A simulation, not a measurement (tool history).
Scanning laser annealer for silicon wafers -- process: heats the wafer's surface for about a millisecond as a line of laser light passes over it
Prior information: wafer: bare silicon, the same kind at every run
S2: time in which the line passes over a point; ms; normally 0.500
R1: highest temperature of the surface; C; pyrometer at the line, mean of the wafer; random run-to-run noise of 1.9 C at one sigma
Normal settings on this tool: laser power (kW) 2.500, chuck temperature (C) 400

Run 1, hour 0.0: usual settings. Result: R1 1078 C.
Run 2, hour 6.3: usual settings but chuck temperature (C) 387. Result: R1 1068 C.
Run 3, hour 12.7: usual settings but chuck temperature (C) 387. Result: R1 1062 C.
Run 4, hour 19.9: usual settings but chuck temperature (C) 387. Result: R1 1063 C.
At hour 22.8: window over the wafer cleaned.
Run 5, hour 28.4: usual settings but chuck temperature (C) 387. Result: R1 1086 C.
Run 6, hour 33.6: usual settings but chuck temperature (C) 387. Result: R1 1089 C.
Run 7, hour 43.3: usual settings but chuck temperature (C) 387. Result: R1 1086 C.
Run 8, hour 47.7: usual settings but chuck temperature (C) 387. Result: R1 1084 C.
Run 9, hour 54.3: usual settings but laser power (kW) 2.287. Result: R1 1018 C.
Run 10, hour 62.0: usual settings but laser power (kW) 2.287. Result: R1 1019 C.
Run 11, hour 69.3: usual settings. Result: R1 1097 C.
Run 12, hour 74.7: usual settings. Result: R1 1099 C.
Run 13, hour 79.9: usual settings but laser power (kW) 2.516, S2 0.444 ms, chuck temperature (C) 414. Result: R1 1070 C.
Run 14, hour 88.5: usual settings but laser power (kW) 2.516, S2 0.444 ms, chuck temperature (C) 414. Result: R1 1068 C.
Run 15, hour 93.0: usual settings but S2 0.472 ms, chuck temperature (C) 387. Result: R1 1062 C.
Run 16, hour 97.0: usual settings but laser power (kW) 2.629, S2 0.545 ms, chuck temperature (C) 402. Result: R1 1189 C.
Run 17, hour 101.8: usual settings but laser power (kW) 2.473. Result: R1 1089 C.
Run 18, hour 109.3: usual settings but laser power (kW) 2.183. Result: R1 983 C.
Run 19, hour 115.7: usual settings but laser power (kW) 2.183. Result: R1 984 C.
Run 20, hour 123.7: usual settings but laser power (kW) 2.183. Result: R1 983 C.
Run 21, hour 131.3: usual settings but laser power (kW) 2.534, S2 0.379 ms. Result: R1 1003 C.
Run 22, hour 139.0: usual settings but laser power (kW) 2.534, S2 0.379 ms. Result: R1 1000 C.

Predict the results of run 23:
Run 23, hour 143.2: usual settings but laser power (kW) 2.534, S2 0.379 ms. Result: R1 ?.

{"run 23": {"R1": 1001}}
Minus the tool's unlogged condition, the same run would have read R1 1011 C.

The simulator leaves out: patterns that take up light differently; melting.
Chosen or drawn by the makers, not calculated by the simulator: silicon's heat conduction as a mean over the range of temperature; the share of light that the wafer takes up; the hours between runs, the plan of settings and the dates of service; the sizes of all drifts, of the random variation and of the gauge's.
